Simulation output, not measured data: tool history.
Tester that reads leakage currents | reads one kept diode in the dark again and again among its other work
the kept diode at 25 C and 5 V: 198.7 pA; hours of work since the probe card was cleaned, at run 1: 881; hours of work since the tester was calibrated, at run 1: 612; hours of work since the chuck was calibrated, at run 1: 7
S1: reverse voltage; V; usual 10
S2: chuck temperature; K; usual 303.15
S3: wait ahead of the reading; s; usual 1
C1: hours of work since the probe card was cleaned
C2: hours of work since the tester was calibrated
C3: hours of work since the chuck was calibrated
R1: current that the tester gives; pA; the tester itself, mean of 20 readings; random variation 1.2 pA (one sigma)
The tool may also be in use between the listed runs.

run,hour,S1,S2,S3,C1,C2,C3,R1
1,0,10,303.15,1,881,612,7,411.65
2,43.6,10,303.15,1,912,644,38,412.17
3,68.4,10,303.15,1,930,662,56,414.91
4,121.6,10,303.15,1,969,700,95,416.29
5,158.9,10,303.15,1,996,728,122,416.37
6,191,10,303.15,1,1019,751,145,419.31
7,234.4,10,303.15,0.45,1051,782,176,420.88
# hour 256.2: probe card cleaned and baked
8,264.8,2.3,303.15,1,6,802,196,241.76
9,298.2,2.3,303.15,1,30,826,221,242.89
10,322.6,10,303.15,1,48,844,238,416.8
11,354.1,10,303.15,1,71,867,261,415.78
12,380.7,10,303.15,1,90,886,280,417.5
13,415.5,10,303.15,1,115,911,305,418.67
14,462.8,10,303.15,1,150,946,340,419.81
15,499.3,10,303.15,1,176,972,366,420.31
16,534.8,10,303.15,1,202,998,392,422.51
17,592.6,10,303.15,1,244,1040,434,425.47
18,639.1,10,303.15,1,277,1073,468,426.14
19,689.5,10,303.15,1,314,1110,504,428.23
20,726.6,10,303.15,1,341,1137,531,430.56
21,768.9,10,310.15,1,372,1167,562,818.22
22,814.6,1.7,303.15,1,405,1200,595,227.42
23,874.8,5.1,311.15,2.67,448,1244,638,705.75
24,899.3,10,315.15,0.48,466,1262,656,1276.75
25,943.6,10,315.15,0.48,498,1294,688,1281.39
# hour 985.4: chuck's temperature calibrated
26,991.1,1.8,297.15,8.71,531,1327,4,135.69
27,1016.5,1.8,297.15,8.71,549,1345,23,135.91
28,1074.1,1.8,297.15,8.71,591,1387,64,137.14
29,1112.9,10,316.15,1,619,1415,92,1436.48
# hour 1138.3: chuck's temperature calibrated, once more
30,1169.4,10,298.15,0.79,659,1455,23,255.58
31,1226.3,3.1,303.15,2.66,700,1496,64,267.06
32,1278.1,2.3,303.15,1,738,1533,101,240.67
33,1319.1,10,329.15,1.81,767,1563,131,3871.63
34,1377.6,10,329.15,1.81,810,1605,173,3875.98
35,1404.4,7.6,305.15,0.51,829,1625,193,452.54
36,1440,10,303.15,1.73,855,1651,219,415.97
37,1491.9,10,303.15,1.73,892,1688,256,417.75
38,1521.3,1.9,303.15,1.62,914,1710,277,229.06
39,1551.2,1.9,303.15,1.62,935,1731,299,229.29

Forecast each of these 4 alternatives for the next run:
A,1595.9,10,303.15,4.02,968,1764,332,?
B,1595.9,10,295.15,1.5,968,1764,332,?
C,1595.9,3.8,304.15,1.9,968,1764,332,?
D,1595.9,10,303.15,5.58,968,1764,332,?

run,R1
A,420.6
B,200.29
C,325.44
D,420.91
Without the tool's hidden state the same runs would have given:
run,R1
A,409.66
B,191.01
C,319.87
D,409.97
